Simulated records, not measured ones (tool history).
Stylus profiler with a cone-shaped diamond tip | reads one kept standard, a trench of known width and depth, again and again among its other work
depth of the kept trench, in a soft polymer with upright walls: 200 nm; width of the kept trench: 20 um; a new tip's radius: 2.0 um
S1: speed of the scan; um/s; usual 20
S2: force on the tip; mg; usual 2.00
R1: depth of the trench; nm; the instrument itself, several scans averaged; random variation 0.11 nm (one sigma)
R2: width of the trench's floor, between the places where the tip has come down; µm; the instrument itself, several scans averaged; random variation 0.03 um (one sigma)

Run 1, hour 0.0: usual settings. Result: R1 201.72 nm, R2 18.05 µm.
Run 2, hour 92.5: usual settings but S1 47 um/s. Result: R1 201.61 nm, R2 17.95 µm.
Run 3, hour 190.2: usual settings but S1 47 um/s. Result: R1 201.71 nm, R2 17.87 µm.
Run 4, hour 252.4: usual settings but S1 47 um/s. Result: R1 201.74 nm, R2 17.93 µm.
Run 5, hour 312.4: usual settings. Result: R1 201.73 nm, R2 17.97 µm.
Run 6, hour 366.2: usual settings but S1 34 um/s. Result: R1 201.80 nm, R2 17.89 µm.
Run 7, hour 466.1: usual settings but S1 34 um/s, S2 0.89 mg. Result: R1 201.22 nm, R2 17.84 µm.
Run 8, hour 520.3: usual settings but S2 4.37 mg. Result: R1 203.05 nm, R2 17.94 µm.
Run 9, hour 564.3: usual settings. Result: R1 201.96 nm, R2 17.93 µm.
Run 10, hour 624.9: usual settings. Result: R1 201.99 nm, R2 17.87 µm.
Run 11, hour 671.3: usual settings. Result: R1 201.74 nm, R2 17.88 µm.
Run 12, hour 719.4: usual settings. Result: R1 201.72 nm, R2 17.83 µm.
Run 13, hour 777.1: usual settings but S1 14 um/s. Result: R1 201.94 nm, R2 17.86 µm.
Run 14, hour 847.8: usual settings but S1 53 um/s, S2 3.48 mg. Result: R1 202.69 nm, R2 17.74 µm.
Run 15, hour 905.5: usual settings but S1 53 um/s, S2 3.48 mg. Result: R1 202.86 nm, R2 17.68 µm.
Run 16, hour 961.8: usual settings but S1 23 um/s. Result: R1 201.92 nm, R2 17.79 µm.
Run 17, hour 1014.1: usual settings but S1 23 um/s. Result: R1 202.03 nm, R2 17.72 µm.
Run 18, hour 1070.0: usual settings but S1 30 um/s, S2 2.87 mg. Result: R1 202.48 nm, R2 17.74 µm.
Run 19, hour 1170.3: usual settings but S1 30 um/s, S2 2.87 mg. Result: R1 202.54 nm, R2 17.73 µm.
Run 20, hour 1228.6: usual settings but S1 30 um/s, S2 4.98 mg. Result: R1 203.49 nm, R2 17.70 µm.
Run 21, hour 1307.0: usual settings but S1 41 um/s, S2 3.02 mg. Result: R1 202.63 nm, R2 17.64 µm.
Run 22, hour 1357.4: usual settings but S1 42 um/s, S2 3.02 mg. Result: R1 202.80 nm, R2 17.57 µm.
Run 23, hour 1447.5: usual settings but S1 42 um/s, S2 3.02 mg. Result: R1 202.69 nm, R2 17.60 µm.
Run 24, hour 1528.2: usual settings but S1 19 um/s, S2 4.28 mg. Result: R1 203.34 nm, R2 17.67 µm.
Run 25, hour 1585.1: usual settings but S1 19 um/s, S2 4.28 mg. Result: R1 203.19 nm, R2 17.61 µm.

Hidden state or all else? Some run-to-run changes of R1, split into what the settings, what came in and random variation would give without the hidden state, and what is left for the hidden state (with any gauge scatter that isn't in both results):
The hidden state here: radius of the tip, um; height scale over the true one, %; drift of the gauge itself on depth_nm, %; drift of the gauge itself on floor_um, %.
Run 2 -> 3: no setting changed, nothing entered. R1 +0.10 nm: hidden state +0.05, all else +0.05.
Run 6 -> 7: S2 2.00 -> 0.89. R1 -0.58 nm: hidden state +0.04, all else -0.62.
Run 7 -> 8: S1 34 -> 20, S2 0.89 -> 4.37. R1 +1.83 nm: hidden state +0.02, all else +1.81.
Run 8 -> 9: S2 4.37 -> 2.00. R1 -1.09 nm: hidden state +0.01, all else -1.10.

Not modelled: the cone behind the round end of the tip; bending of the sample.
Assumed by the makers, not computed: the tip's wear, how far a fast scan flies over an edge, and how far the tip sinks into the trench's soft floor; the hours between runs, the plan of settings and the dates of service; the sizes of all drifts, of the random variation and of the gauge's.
